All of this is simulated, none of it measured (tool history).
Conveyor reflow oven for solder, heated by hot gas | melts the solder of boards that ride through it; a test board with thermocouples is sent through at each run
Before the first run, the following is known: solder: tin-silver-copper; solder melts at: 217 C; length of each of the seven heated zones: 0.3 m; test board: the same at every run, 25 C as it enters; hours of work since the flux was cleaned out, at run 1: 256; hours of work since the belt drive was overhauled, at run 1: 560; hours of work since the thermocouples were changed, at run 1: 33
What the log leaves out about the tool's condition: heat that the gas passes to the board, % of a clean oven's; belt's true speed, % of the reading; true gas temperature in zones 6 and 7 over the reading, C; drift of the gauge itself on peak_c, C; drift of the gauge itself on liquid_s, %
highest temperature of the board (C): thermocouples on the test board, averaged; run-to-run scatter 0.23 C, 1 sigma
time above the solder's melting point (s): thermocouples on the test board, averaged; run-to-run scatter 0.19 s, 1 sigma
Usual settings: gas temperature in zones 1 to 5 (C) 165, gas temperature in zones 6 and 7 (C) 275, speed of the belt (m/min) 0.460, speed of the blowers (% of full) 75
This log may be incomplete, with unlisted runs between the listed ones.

run,hour,gas temperature in zones 1 to 5 (C),gas temperature in zones 6 and 7 (C),speed of the belt (m/min),speed of the blowers (% of full),hours of work since the flux was cleaned out,hours of work since the belt drive was overhauled,hours of work since the thermocouples were changed,highest temperature of the board (C),time above the solder's melting point (s)
1,0.0,165,275,0.460,75,256,560,33,257.8,59.7
# hour 20.9: flux residue cleaned out of gas plates and filters
2,23.3,165,275,0.460,75,1,571,44,256.8,59.3
3,37.5,165,275,0.460,75,10,579,52,256.9,59.5
4,55.0,165,275,0.460,60,20,589,62,252.3,55.0
5,74.0,165,275,0.460,60,31,601,74,252.2,54.8
6,93.7,165,278,0.460,60,43,612,85,254.4,56.7
7,109.3,165,278,0.460,60,52,621,94,254.4,57.0
8,128.3,165,275,0.460,75,63,632,105,257.2,59.5
# hour 144.0: flux residue cleaned out of gas plates and filters, once more
9,145.1,165,275,0.460,75,1,639,112,259.0,61.2
10,163.5,165,275,0.460,75,11,650,123,258.8,61.5
11,181.4,165,275,0.460,75,22,660,134,259.2,61.2
12,199.1,165,275,0.460,75,32,671,144,258.7,61.4
13,211.9,165,275,0.460,75,40,678,151,258.4,61.3
14,228.2,165,275,0.460,69,49,688,161,257.4,59.8
15,240.9,152,264,0.455,88,57,695,168,250.7,53.7
16,255.5,165,275,0.438,64,65,704,177,257.4,62.9
17,269.3,165,275,0.438,64,73,712,185,257.5,63.3
18,280.4,165,264,0.423,77,80,718,192,251.7,62.5
19,294.5,165,264,0.507,77,88,727,200,246.6,46.3
20,306.2,165,275,0.507,77,95,734,207,255.8,53.2
21,319.9,165,275,0.500,75,103,742,215,255.4,54.2
22,331.8,165,275,0.543,75,110,749,222,252.7,47.2
23,345.3,167,275,0.542,75,118,756,230,253.2,48.2
24,354.5,167,275,0.542,75,123,762,235,253.4,48.1
25,363.3,165,275,0.460,57,128,767,240,252.6,56.0
26,377.8,165,275,0.435,61,137,776,249,256.5,62.7
27,386.7,163,275,0.436,87,142,781,254,263.2,67.6

3 options for the next run, each taken on its own from the tool as it stands now. Forecast them:
# hour 397.3: belt drive overhauled, speed set with a stopwatch
A,408.2,163,268,0.457,62,152,6,264,?,?
# hour 397.3: belt drive overhauled, speed set with a stopwatch
B,408.2,165,275,0.460,79,152,6,264,?,?
# hour 397.3: belt drive overhauled, speed set with a stopwatch
C,408.2,163,275,0.425,55,152,6,264,?,?

run,highest temperature of the board (C),time above the solder's melting point (s)
A,247.5,50.5
B,259.5,60.2
C,253.9,59.7
The same runs, with their run-to-run variation unchanged, on a tool lacking any hidden condition would have given:
run,highest temperature of the board (C),time above the solder's melting point (s)
A,248.0,51.2
B,260.0,60.8
C,254.3,60.2

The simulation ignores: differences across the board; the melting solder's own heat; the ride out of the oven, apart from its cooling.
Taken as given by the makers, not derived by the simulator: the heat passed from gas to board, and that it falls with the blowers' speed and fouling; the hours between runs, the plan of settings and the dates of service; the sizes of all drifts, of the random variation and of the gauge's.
